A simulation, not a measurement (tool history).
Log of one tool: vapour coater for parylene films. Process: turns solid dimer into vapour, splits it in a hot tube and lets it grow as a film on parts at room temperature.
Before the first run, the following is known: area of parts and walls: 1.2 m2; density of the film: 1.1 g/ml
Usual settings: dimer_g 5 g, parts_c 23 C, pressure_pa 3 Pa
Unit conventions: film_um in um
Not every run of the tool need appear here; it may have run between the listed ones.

| run | hour | dimer_g | parts_c | pressure_pa | film_um |
|---|---|---|---|---|---|
| 1 | 0 | 5 | 23 | 3 | 2.73 |
| 2 | 21.6 | 5 | 15 | 3 | 3.71 |
| 3 | 36.8 | 5 | 15 | 3 | 3.67 |
| 4 | 56.2 | 3 | 23 | 3 | 1.63 |
| 5 | 70.8 | 3 | 23 | 3 | 1.64 |
| 6 | 84.6 | 3 | 23 | 3 | 1.61 |
| 7 | 104.5 | 3 | 23 | 3 | 1.62 |
| 8 | 124.3 | 3 | 23 | 3 | 1.64 |
| 9 | 133.8 | 5 | 32 | 3 | 1.89 |
| 10 | 153.4 | 5 | 32 | 3 | 1.87 |
| 11 | 175.7 | 5 | 32 | 3 | 1.87 |
| 12 | 188.8 | 5 | 32 | 3 | 1.89 |
| 13 | 210.4 | 5 | 23 | 3 | 2.67 |
| 14 | 225.3 | 5 | 23 | 3 | 2.68 |
| 15 | 247 | 5 | 23 | 3 | 2.67 |
| 16 | 260.5 | 5 | 23 | 4.54 | 2.44 |
| 17 | 283 | 5 | 23 | 4.54 | 2.45 |
|  | 298.6 | trap's valve overhauled |
| 18 | 308.2 | 5 | 23 | 4.54 | 2.44 |
| 19 | 323.4 | 5 | 23 | 4.54 | 2.43 |
| 20 | 332.8 | 5 | 23 | 4.54 | 2.46 |
| 21 | 349.2 | 4 | 23 | 4.54 | 1.94 |
| 22 | 363.2 | 4 | 23 | 4.54 | 1.95 |
| 23 | 372.6 | 4 | 23 | 4.54 | 1.94 |
| 24 | 395.2 | 7 | 21 | 4.54 | 3.66 |
| 25 | 409.1 | 7 | 23 | 3.19 | 3.66 |
| 26 | 428.6 | 3 | 19 | 3.19 | 1.83 |
| 27 | 443.1 | 2 | 17 | 3.19 | 1.34 |
| 28 | 453.1 | 2 | 17 | 3.19 | 1.35 |
| 29 | 468.1 | 7 | 23 | 5.4 | 3.22 |
| 30 | 479.7 | 9 | 18 | 2.61 | 5.98 |
| 31 | 498 | 5 | 23 | 2.61 | 2.75 |
|  | 508.7 | gauge calibrated |
| 32 | 508.7 | 9 | 21 | 11.75 | 3.89 |
| 33 | 518.8 | 4 | 23 | 7.67 | 1.76 |
| 34 | 528.4 | 3 | 25 | 3 | 1.49 |
| 35 | 550.8 | 6 | 15 | 2.88 | 4.47 |
| 36 | 562.5 | 6 | 21 | 3.28 | 3.44 |
| 37 | 576.2 | 6 | 21 | 3.28 | 3.42 |
| 38 | 588.9 | 6 | 23 | 3 | 3.24 |
| 39 | 604.8 | 6 | 23 | 3 | 3.26 |
| 40 | 622.3 | 2 | 28 | 5.29 | 0.77 |
| 41 | 639.6 | 5 | 23 | 2.54 | 2.79 |
| 42 | 659.9 | 5 | 23 | 2.54 | 2.79 |
| 43 | 670 | 3 | 34 | 8.16 | 0.82 |
| 44 | 679.2 | 3 | 34 | 8.16 | 0.86 |
| 45 | 696.5 | 4 | 24 | 4.29 | 1.89 |
| 46 | 708.9 | 9 | 24 | 2.03 | 5.02 |

Difference, measured minus no-hidden-state, one row per run. Run-to-run variation is common to both terms; the gauge's own scatter need not be:
Unlogged tool condition in this case: vapour lost through the trap's worn valve, %; true temperature of the parts over the reading, C; drift of the gauge itself on film_um, %.
| run | film_um |
|---|---|
| 1 | +0 |
| 2 | -0.01 |
| 3 | -0.01 |
| 4 | -0.01 |
| 5 | -0.01 |
| 6 | -0.01 |
| 7 | -0.02 |
| 8 | -0.02 |
| 9 | -0.02 |
| 10 | -0.02 |
| 11 | -0.02 |
| 12 | -0.02 |
| 13 | -0.04 |
| 14 | -0.04 |
| 15 | -0.04 |
| 16 | -0.04 |
| 17 | -0.05 |
| 18 | -0.04 |
| 19 | -0.05 |
| 20 | -0.05 |
| 21 | -0.04 |
| 22 | -0.05 |
| 23 | -0.04 |
| 24 | -0.08 |
| 25 | -0.09 |
| 26 | -0.04 |
| 27 | -0.03 |
| 28 | -0.04 |
| 29 | -0.09 |
| 30 | -0.18 |
| 31 | -0.08 |
| 32 | +0 |
| 33 | -0.01 |
| 34 | -0.01 |
| 35 | -0.02 |
| 36 | -0.02 |
| 37 | -0.02 |
| 38 | -0.02 |
| 39 | -0.02 |
| 40 | -0.01 |
| 41 | -0.03 |
| 42 | -0.03 |
| 43 | -0.01 |
| 44 | -0.01 |
| 45 | -0.02 |
| 46 | -0.07 |
